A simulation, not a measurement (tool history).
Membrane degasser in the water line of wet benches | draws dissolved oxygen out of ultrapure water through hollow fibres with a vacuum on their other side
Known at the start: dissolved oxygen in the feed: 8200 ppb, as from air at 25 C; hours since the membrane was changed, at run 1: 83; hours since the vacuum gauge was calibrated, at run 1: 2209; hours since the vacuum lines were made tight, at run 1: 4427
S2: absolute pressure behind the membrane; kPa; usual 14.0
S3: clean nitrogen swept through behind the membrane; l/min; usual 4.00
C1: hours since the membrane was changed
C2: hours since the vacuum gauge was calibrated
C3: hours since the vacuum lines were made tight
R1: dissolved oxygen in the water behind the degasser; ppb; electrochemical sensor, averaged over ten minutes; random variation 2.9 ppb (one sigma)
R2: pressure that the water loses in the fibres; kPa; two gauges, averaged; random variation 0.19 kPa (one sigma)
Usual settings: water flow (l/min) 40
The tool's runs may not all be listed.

Run 1, hour 0.0: usual settings; C1 83; C2 2209; C3 4427. Result: R1 288.7 ppb, R2 37.59 kPa.
Run 2, hour 40.3: usual settings but S3 6.17 l/min; C1 123; C2 2249; C3 4468. Result: R1 208.8 ppb, R2 37.66 kPa.
Run 3, hour 83.0: usual settings but S3 6.17 l/min; C1 166; C2 2292; C3 4510. Result: R1 209.7 ppb, R2 37.81 kPa.
Run 4, hour 114.3: usual settings but water flow (l/min) 64; C1 197; C2 2323; C3 4542. Result: R1 537.4 ppb, R2 60.79 kPa.
Run 5, hour 156.7: usual settings but water flow (l/min) 28; C1 240; C2 2366; C3 4584. Result: R1 188.6 ppb, R2 26.26 kPa.
Run 6, hour 208.0: usual settings but water flow (l/min) 28; C1 291; C2 2417; C3 4635. Result: R1 186.9 ppb, R2 26.50 kPa.
Run 7, hour 276.6: usual settings but water flow (l/min) 28; C1 359; C2 2485; C3 4704. Result: R1 193.0 ppb, R2 26.33 kPa.
Run 8, hour 307.9: usual settings but water flow (l/min) 28; C1 391; C2 2517; C3 4735. Result: R1 192.4 ppb, R2 26.30 kPa.
Run 9, hour 359.2: usual settings but S2 25.8 kPa; C1 442; C2 2568; C3 4787. Result: R1 541.1 ppb, R2 37.84 kPa.
Run 10, hour 423.3: usual settings but S2 25.8 kPa; C1 506; C2 2632; C3 4851. Result: R1 542.1 ppb, R2 37.86 kPa.
Run 11, hour 454.9: usual settings but S3 4.11 l/min; C1 538; C2 2664; C3 4882. Result: R1 285.6 ppb, R2 37.53 kPa.
Run 12, hour 515.6: usual settings but water flow (l/min) 44, S2 11.0 kPa; C1 598; C2 2724; C3 4943. Result: R1 251.8 ppb, R2 41.50 kPa.
Run 13, hour 558.9: usual settings but water flow (l/min) 44, S2 11.0 kPa; C1 642; C2 2768; C3 4986. Result: R1 249.8 ppb, R2 41.56 kPa.
Run 14, hour 587.9: usual settings but water flow (l/min) 44, S2 11.0 kPa; C1 671; C2 2797; C3 5015. Result: R1 257.1 ppb, R2 41.82 kPa.
Run 15, hour 618.6: usual settings but water flow (l/min) 57, S2 31.0 kPa, S3 6.79 l/min; C1 701; C2 2827; C3 5046. Result: R1 638.4 ppb, R2 53.74 kPa.

Forecast each of these 3 alternatives for the next run:
Run A, hour 667.4: usual settings but water flow (l/min) 57, S2 12.5 kPa, S3 6.79 l/min; C1 750; C2 2876; C3 5095. Result: R1 ?, R2 ?.
Run B, hour 667.4: usual settings but water flow (l/min) 53; C1 750; C2 2876; C3 5095. Result: R1 ?, R2 ?.
Run C, hour 667.4: usual settings but water flow (l/min) 39; C1 750; C2 2876; C3 5095. Result: R1 ?, R2 ?.

run     R1     R2
  A  305.6  53.94
  B  414.4  49.97
  C  284.3  36.98
Without the tool's hidden state the same runs would have given:
run     R1     R2
  A  302.4  53.75
  B  410.8  49.79
  C  281.7  36.85
